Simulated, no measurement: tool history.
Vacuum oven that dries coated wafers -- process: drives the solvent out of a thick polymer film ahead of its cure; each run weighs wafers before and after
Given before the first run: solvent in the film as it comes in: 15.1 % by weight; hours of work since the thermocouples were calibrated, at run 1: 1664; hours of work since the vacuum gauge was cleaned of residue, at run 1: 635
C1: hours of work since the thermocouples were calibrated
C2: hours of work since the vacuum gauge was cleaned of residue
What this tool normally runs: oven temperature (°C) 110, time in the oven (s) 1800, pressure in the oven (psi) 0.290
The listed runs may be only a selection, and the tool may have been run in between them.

{"run": 1, "day": 0.0, "oven temperature (°C)": 110, "time in the oven (s)": 1800, "pressure in the oven (psi)": 0.29, "C1": 1664, "C2": 635, "solvent left in the film (%)": 1.28}
{"day": 3.246, "done": "oven's thermocouples calibrated"}
{"run": 2, "day": 3.558, "oven temperature (°C)": 110, "time in the oven (s)": 1980, "pressure in the oven (psi)": 0.29, "C1": 4, "C2": 675, "solvent left in the film (%)": 1.47}
{"run": 3, "day": 6.283, "oven temperature (°C)": 110, "time in the oven (s)": 1980, "pressure in the oven (psi)": 0.29, "C1": 35, "C2": 706, "solvent left in the film (%)": 1.53}
{"run": 4, "day": 9.062, "oven temperature (°C)": 110, "time in the oven (s)": 1980, "pressure in the oven (psi)": 0.29, "C1": 67, "C2": 738, "solvent left in the film (%)": 1.46}
{"run": 5, "day": 11.846, "oven temperature (°C)": 110, "time in the oven (s)": 1800, "pressure in the oven (psi)": 0.29, "C1": 98, "C2": 770, "solvent left in the film (%)": 1.55}
{"run": 6, "day": 14.817, "oven temperature (°C)": 110, "time in the oven (s)": 1800, "pressure in the oven (psi)": 0.29, "C1": 132, "C2": 804, "solvent left in the film (%)": 1.57}
{"run": 7, "day": 16.517, "oven temperature (°C)": 110, "time in the oven (s)": 1800, "pressure in the oven (psi)": 0.29, "C1": 152, "C2": 823, "solvent left in the film (%)": 1.51}
{"run": 8, "day": 20.129, "oven temperature (°C)": 110, "time in the oven (s)": 1800, "pressure in the oven (psi)": 0.29, "C1": 193, "C2": 864, "solvent left in the film (%)": 1.54}
{"run": 9, "day": 22.467, "oven temperature (°C)": 110, "time in the oven (s)": 1800, "pressure in the oven (psi)": 0.29, "C1": 220, "C2": 891, "solvent left in the film (%)": 1.53}
{"run": 10, "day": 24.408, "oven temperature (°C)": 110, "time in the oven (s)": 1800, "pressure in the oven (psi)": 0.29, "C1": 242, "C2": 913, "solvent left in the film (%)": 1.58}
{"run": 11, "day": 26.958, "oven temperature (°C)": 110, "time in the oven (s)": 1800, "pressure in the oven (psi)": 0.29, "C1": 271, "C2": 942, "solvent left in the film (%)": 1.56}
{"run": 12, "day": 29.558, "oven temperature (°C)": 118, "time in the oven (s)": 1800, "pressure in the oven (psi)": 0.29, "C1": 301, "C2": 972, "solvent left in the film (%)": 0.95}
{"run": 13, "day": 32.275, "oven temperature (°C)": 98, "time in the oven (s)": 1800, "pressure in the oven (psi)": 0.29, "C1": 332, "C2": 1003, "solvent left in the film (%)": 4.13}
{"run": 14, "day": 35.625, "oven temperature (°C)": 98, "time in the oven (s)": 1800, "pressure in the oven (psi)": 0.29, "C1": 371, "C2": 1042, "solvent left in the film (%)": 4.17}
{"run": 15, "day": 39.192, "oven temperature (°C)": 98, "time in the oven (s)": 1800, "pressure in the oven (psi)": 0.29, "C1": 411, "C2": 1082, "solvent left in the film (%)": 4.1}
{"run": 16, "day": 42.321, "oven temperature (°C)": 98, "time in the oven (s)": 1800, "pressure in the oven (psi)": 0.29, "C1": 447, "C2": 1118, "solvent left in the film (%)": 4.09}
{"run": 17, "day": 45.183, "oven temperature (°C)": 98, "time in the oven (s)": 1800, "pressure in the oven (psi)": 0.632, "C1": 480, "C2": 1151, "solvent left in the film (%)": 5.74}
{"run": 18, "day": 46.7, "oven temperature (°C)": 98, "time in the oven (s)": 1800, "pressure in the oven (psi)": 0.632, "C1": 497, "C2": 1168, "solvent left in the film (%)": 5.75}
{"run": 19, "day": 50.096, "oven temperature (°C)": 110, "time in the oven (s)": 1800, "pressure in the oven (psi)": 0.486, "C1": 536, "C2": 1207, "solvent left in the film (%)": 2.24}
{"run": 20, "day": 53.2, "oven temperature (°C)": 110, "time in the oven (s)": 1800, "pressure in the oven (psi)": 0.486, "C1": 572, "C2": 1243, "solvent left in the film (%)": 2.24}
{"run": 21, "day": 55.929, "oven temperature (°C)": 102, "time in the oven (s)": 2100, "pressure in the oven (psi)": 0.29, "C1": 603, "C2": 1274, "solvent left in the film (%)": 2.48}
{"run": 22, "day": 59.204, "oven temperature (°C)": 104, "time in the oven (s)": 1800, "pressure in the oven (psi)": 0.493, "C1": 640, "C2": 1312, "solvent left in the film (%)": 3.35}
{"run": 23, "day": 60.912, "oven temperature (°C)": 110, "time in the oven (s)": 1560, "pressure in the oven (psi)": 0.377, "C1": 660, "C2": 1331, "solvent left in the film (%)": 1.99}
{"run": 24, "day": 63.808, "oven temperature (°C)": 100, "time in the oven (s)": 3000, "pressure in the oven (psi)": 0.265, "C1": 693, "C2": 1364, "solvent left in the film (%)": 1.99}
{"run": 25, "day": 66.875, "oven temperature (°C)": 100, "time in the oven (s)": 3000, "pressure in the oven (psi)": 0.265, "C1": 728, "C2": 1399, "solvent left in the film (%)": 2.04}
{"run": 26, "day": 69.383, "oven temperature (°C)": 110, "time in the oven (s)": 1140, "pressure in the oven (psi)": 0.29, "C1": 757, "C2": 1428, "solvent left in the film (%)": 2.29}
{"run": 27, "day": 71.529, "oven temperature (°C)": 110, "time in the oven (s)": 1140, "pressure in the oven (psi)": 0.29, "C1": 781, "C2": 1453, "solvent left in the film (%)": 2.28}
{"run": 28, "day": 74.108, "oven temperature (°C)": 110, "time in the oven (s)": 1140, "pressure in the oven (psi)": 0.29, "C1": 811, "C2": 1482, "solvent left in the film (%)": 2.27}
{"run": 29, "day": 76.908, "oven temperature (°C)": 122, "time in the oven (s)": 2460, "pressure in the oven (psi)": 0.86, "C1": 843, "C2": 1514, "solvent left in the film (%)": 2.28}
{"run": 30, "day": 78.425, "oven temperature (°C)": 122, "time in the oven (s)": 2460, "pressure in the oven (psi)": 0.86, "C1": 860, "C2": 1531, "solvent left in the film (%)": 2.28}
{"run": 31, "day": 80.733, "oven temperature (°C)": 110, "time in the oven (s)": 1800, "pressure in the oven (psi)": 0.502, "C1": 887, "C2": 1558, "solvent left in the film (%)": 2.22}
{"run": 32, "day": 83.196, "oven temperature (°C)": 110, "time in the oven (s)": 900, "pressure in the oven (psi)": 0.29, "C1": 915, "C2": 1586, "solvent left in the film (%)": 2.88}
{"run": 33, "day": 85.571, "oven temperature (°C)": 105, "time in the oven (s)": 1800, "pressure in the oven (psi)": 0.29, "C1": 942, "C2": 1613, "solvent left in the film (%)": 2.14}
{"run": 34, "day": 87.746, "oven temperature (°C)": 99, "time in the oven (s)": 1200, "pressure in the oven (psi)": 0.483, "C1": 967, "C2": 1638, "solvent left in the film (%)": 5.8}
{"run": 35, "day": 89.362, "oven temperature (°C)": 104, "time in the oven (s)": 1800, "pressure in the oven (psi)": 0.165, "C1": 986, "C2": 1657, "solvent left in the film (%)": 1.8}
{"run": 36, "day": 92.796, "oven temperature (°C)": 109, "time in the oven (s)": 1200, "pressure in the oven (psi)": 0.473, "C1": 1025, "C2": 1696, "solvent left in the film (%)": 2.91}
{"run": 37, "day": 94.7, "oven temperature (°C)": 109, "time in the oven (s)": 1200, "pressure in the oven (psi)": 0.473, "C1": 1047, "C2": 1718, "solvent left in the film (%)": 2.94}
{"run": 38, "day": 97.896, "oven temperature (°C)": 99, "time in the oven (s)": 1560, "pressure in the oven (psi)": 0.29, "C1": 1083, "C2": 1754, "solvent left in the film (%)": 3.91}

Estimate the outcome of run 39 from the log above:
{"run": 39, "day": 99.717, "oven temperature (°C)": 99, "time in the oven (s)": 1560, "pressure in the oven (psi)": 0.268, "C1": 1104, "C2": 1775, "solvent left in the film (%)": "?"}

{"run 39": {"solvent left in the film (%)": 3.9}}
Without the tool's hidden state the same run would have given solvent left in the film (%) 4.49.

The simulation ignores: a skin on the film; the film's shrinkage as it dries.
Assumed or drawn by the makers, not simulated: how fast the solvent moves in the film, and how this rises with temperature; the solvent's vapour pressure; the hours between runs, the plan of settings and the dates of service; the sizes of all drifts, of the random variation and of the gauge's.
